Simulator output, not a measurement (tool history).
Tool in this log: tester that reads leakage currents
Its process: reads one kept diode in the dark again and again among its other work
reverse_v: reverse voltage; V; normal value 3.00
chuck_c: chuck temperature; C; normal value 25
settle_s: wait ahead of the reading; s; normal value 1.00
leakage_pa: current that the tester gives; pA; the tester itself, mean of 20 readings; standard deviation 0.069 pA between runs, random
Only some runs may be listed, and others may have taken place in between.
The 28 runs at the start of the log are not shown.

Run 29, hour 592.9: usual settings but reverse_v 8.45 V, chuck_c 21 C, settle_s 1.64 s. Result: leakage_pa 19.77 pA.
Run 30, hour 612.3: usual settings but reverse_v 5.29 V, chuck_c 29 C, settle_s 0.85 s. Result: leakage_pa 28.94 pA.
Run 31, hour 639.7: usual settings but reverse_v 5.29 V, chuck_c 49 C, settle_s 0.38 s. Result: leakage_pa 123.50 pA.
Run 32, hour 663.0: usual settings but chuck_c 48 C, settle_s 1.03 s. Result: leakage_pa 84.70 pA.
Run 33, hour 675.9: usual settings but chuck_c 58 C, settle_s 3.11 s. Result: leakage_pa 163.85 pA.
Run 34, hour 690.3: usual settings but reverse_v 1.73 V, chuck_c 45 C, settle_s 6.21 s. Result: leakage_pa 51.03 pA.
Run 35, hour 703.8: usual settings but reverse_v 1.20 V, chuck_c 27 C. Result: leakage_pa 11.28 pA.
Run 36, hour 723.2: usual settings but reverse_v 1.20 V, chuck_c 27 C. Result: leakage_pa 11.28 pA.
Run 37, hour 751.6: usual settings but reverse_v 1.20 V, chuck_c 27 C. Result: leakage_pa 11.21 pA.
Run 38, hour 781.4: usual settings but reverse_v 2.45 V, chuck_c 27 C, settle_s 0.96 s. Result: leakage_pa 16.61 pA.
Run 39, hour 798.9: usual settings but reverse_v 2.45 V, chuck_c 27 C, settle_s 0.96 s. Result: leakage_pa 16.47 pA.

Alternative continuations, all from the tool just after run 39; predict every row:
Run A, hour 816.1: usual settings but reverse_v 1.09 V, chuck_c 59 C, settle_s 0.46 s. Result: leakage_pa ?.
Run B, hour 816.1: usual settings but reverse_v 4.97 V, chuck_c 32 C, settle_s 0.53 s. Result: leakage_pa ?.
Run C, hour 816.1: usual settings but reverse_v 5.38 V, settle_s 0.40 s. Result: leakage_pa ?.

run  leakage_pa
  A      103.12
  B       35.64
  C       22.56
With no hidden state in the tool, these same runs would have given:
run  leakage_pa
  A      103.12
  B       35.64
  C       22.55

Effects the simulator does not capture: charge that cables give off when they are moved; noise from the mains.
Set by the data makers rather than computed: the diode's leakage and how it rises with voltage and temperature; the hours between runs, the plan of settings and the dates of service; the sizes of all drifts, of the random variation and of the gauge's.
